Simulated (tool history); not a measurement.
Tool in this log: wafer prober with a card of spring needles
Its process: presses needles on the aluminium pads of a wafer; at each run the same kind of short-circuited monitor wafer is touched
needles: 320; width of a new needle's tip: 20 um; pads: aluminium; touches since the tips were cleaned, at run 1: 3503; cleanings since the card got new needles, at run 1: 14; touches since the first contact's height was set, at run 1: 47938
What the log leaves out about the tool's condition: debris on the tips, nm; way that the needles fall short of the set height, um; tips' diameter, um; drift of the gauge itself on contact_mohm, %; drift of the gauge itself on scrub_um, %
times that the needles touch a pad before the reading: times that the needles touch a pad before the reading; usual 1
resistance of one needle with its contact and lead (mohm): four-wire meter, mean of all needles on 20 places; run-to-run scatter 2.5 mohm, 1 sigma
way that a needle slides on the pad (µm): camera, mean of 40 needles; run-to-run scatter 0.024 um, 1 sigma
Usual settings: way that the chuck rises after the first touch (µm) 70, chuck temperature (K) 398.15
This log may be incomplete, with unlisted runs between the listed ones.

| run | hour | way that the chuck rises after the first touch (µm) | chuck temperature (K) | times that the needles touch a pad before the reading | touches since the tips were cleaned | cleanings since the card got new needles | touches since the first contact's height was set | resistance of one needle with its contact and lead (mohm) | way that a needle slides on the pad (µm) |
|---|---|---|---|---|---|---|---|---|---|
| 1 | 0 | 70 | 398.15 | 1 | 3503 | 14 | 47938 | 288 | 17.13 |
|  | 7.1 | tips cleaned on abrasive film |
| 2 | 7.4 | 70 | 398.15 | 1 | 111 | 15 | 51132 | 293 | 17.11 |
| 3 | 16.6 | 70 | 398.15 | 1 | 4141 | 15 | 55162 | 294 | 17.1 |
|  | 23.6 | tips cleaned on abrasive film |
| 4 | 30.9 | 70 | 398.15 | 1 | 3183 | 16 | 61367 | 291 | 17.11 |
|  | 39.4 | tips cleaned on abrasive film |
| 5 | 43.6 | 62 | 398.15 | 1 | 1855 | 17 | 66883 | 299 | 15.09 |
|  | 51.1 | height of the first contact set anew |
| 6 | 52.4 | 51 | 398.15 | 1 | 5558 | 17 | 548 | 296 | 12.39 |
|  | 55.7 | tips cleaned on abrasive film |
| 7 | 66.2 | 51 | 398.15 | 1 | 4576 | 18 | 6540 | 299 | 12.34 |
|  | 71.4 | tips cleaned on abrasive film |
| 8 | 72.8 | 51 | 398.15 | 1 | 608 | 19 | 9410 | 300 | 12.34 |
| 9 | 85.6 | 70 | 332.15 | 1 | 6180 | 19 | 14982 | 271 | 16.91 |
|  | 86.6 | tips cleaned on abrasive film |
| 10 | 95.4 | 70 | 339.15 | 1 | 3839 | 20 | 19245 | 274 | 16.91 |
|  | 102.2 | tips cleaned on abrasive film |
| 11 | 107.6 | 70 | 339.15 | 1 | 2351 | 21 | 24520 | 274 | 16.92 |
|  | 118.4 | tips cleaned on abrasive film |
| 12 | 121.8 | 70 | 339.15 | 1 | 1482 | 22 | 30707 | 271 | 16.87 |
|  | 134.3 | tips cleaned on abrasive film |
| 13 | 136.2 | 85 | 339.15 | 1 | 825 | 23 | 36965 | 271 | 20.43 |
| 14 | 143.1 | 85 | 339.15 | 1 | 3841 | 23 | 39981 | 271 | 20.43 |
|  | 150 | tips cleaned on abrasive film |
| 15 | 152.5 | 85 | 339.15 | 1 | 1082 | 24 | 44056 | 269 | 20.36 |
| 16 | 163.7 | 89 | 398.15 | 1 | 5973 | 24 | 48947 | 287 | 21.32 |
|  | 166.2 | tips cleaned on abrasive film |
|  | 167.7 | gauge calibrated |
| 17 | 173.2 | 67 | 327.15 | 2 | 3056 | 25 | 53076 | 271 | 16.41 |
|  | 181.4 | tips cleaned on abrasive film |
| 18 | 184.7 | 65 | 319.15 | 1 | 1407 | 26 | 58035 | 271 | 15.85 |

What does the tool deliver on the next run?
| 19 | 192.2 | 58 | 307.15 | 1 | 4708 | 26 | 61336 | ? | ? |

Run 19 measured resistance of one needle with its contact and lead (mohm) 270, way that a needle slides on the pad (µm) 14.2.
With no hidden state in the tool, this same run would have given resistance of one needle with its contact and lead (mohm) 268, way that a needle slides on the pad (µm) 14.26.
